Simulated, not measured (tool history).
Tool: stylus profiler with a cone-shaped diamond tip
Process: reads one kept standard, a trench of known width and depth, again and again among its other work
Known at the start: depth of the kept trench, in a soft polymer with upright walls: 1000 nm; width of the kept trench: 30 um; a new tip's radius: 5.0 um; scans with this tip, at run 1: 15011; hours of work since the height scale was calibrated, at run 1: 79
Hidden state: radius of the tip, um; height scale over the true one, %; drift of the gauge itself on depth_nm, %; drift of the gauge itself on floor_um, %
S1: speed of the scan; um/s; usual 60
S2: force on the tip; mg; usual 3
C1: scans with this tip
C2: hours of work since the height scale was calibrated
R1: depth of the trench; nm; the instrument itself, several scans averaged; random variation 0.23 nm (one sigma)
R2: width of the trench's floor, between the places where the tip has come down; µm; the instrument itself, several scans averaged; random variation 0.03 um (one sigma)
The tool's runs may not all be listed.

| run | hour | S1 | S2 | C1 | C2 | R1 | R2 |
|---|---|---|---|---|---|---|---|
| 1 | 0 | 60 | 3 | 15011 | 79 | 1010.8 | 22.42 |
| 2 | 28 | 60 | 3 | 15174 | 91 | 1010.9 | 22.44 |
| 3 | 80.2 | 60 | 3 | 15479 | 114 | 1011.18 | 22.39 |
| 4 | 112.3 | 81 | 3 | 15666 | 128 | 1010.59 | 22.23 |
| 5 | 164.9 | 81 | 4.14 | 15973 | 151 | 1013.39 | 22.25 |
| 6 | 224.3 | 81 | 4.14 | 16319 | 177 | 1013.49 | 22.3 |
| 7 | 273.2 | 81 | 4.14 | 16605 | 198 | 1012.95 | 22.26 |
| 8 | 314 | 81 | 4.14 | 16843 | 216 | 1012.59 | 22.24 |
| 9 | 369.1 | 81 | 4.14 | 17164 | 240 | 1013.1 | 22.25 |
| 10 | 435.5 | 81 | 1.08 | 17551 | 269 | 1004.89 | 21.83 |
| 11 | 481.4 | 60 | 3 | 17819 | 289 | 1010.08 | 22.25 |
| 12 | 534.8 | 60 | 3 | 18131 | 313 | 1010.13 | 22.18 |
|  | 541 | height scale calibrated on a step standard |
| 13 | 572.5 | 18 | 2.72 | 18348 | 14 | 1008.4 | 22.45 |
| 14 | 617.9 | 44 | 3.82 | 18612 | 34 | 1011.19 | 22.21 |
| 15 | 673 | 186 | 3.82 | 18934 | 58 | 1010.96 | 21.6 |
| 16 | 734.8 | 92 | 1.16 | 19294 | 85 | 1003.59 | 21.64 |
| 17 | 771.7 | 46 | 3.63 | 19509 | 101 | 1010.63 | 22.25 |
| 18 | 832.6 | 46 | 3.63 | 19865 | 128 | 1010.29 | 22.22 |
|  | 849.4 | height scale calibrated on a step standard, once more |
| 19 | 866.3 | 46 | 3.63 | 20059 | 7 | 1012.93 | 22.15 |
| 20 | 921.2 | 162 | 4.75 | 20379 | 31 | 1015.67 | 21.68 |
| 21 | 967 | 162 | 4.75 | 20646 | 51 | 1015.58 | 21.68 |
| 22 | 1012.4 | 162 | 4.75 | 20911 | 71 | 1015.51 | 21.66 |

The next listed run, before its measurement:
| 23 | 1043.4 | 18 | 3.85 | 21092 | 85 | ? | ? |

{"run 23": {"R1": 1013.44, "R2": 22.26}}
Without the tool's hidden state the same run would have given R1 1013.52 nm, R2 23.89 µm.

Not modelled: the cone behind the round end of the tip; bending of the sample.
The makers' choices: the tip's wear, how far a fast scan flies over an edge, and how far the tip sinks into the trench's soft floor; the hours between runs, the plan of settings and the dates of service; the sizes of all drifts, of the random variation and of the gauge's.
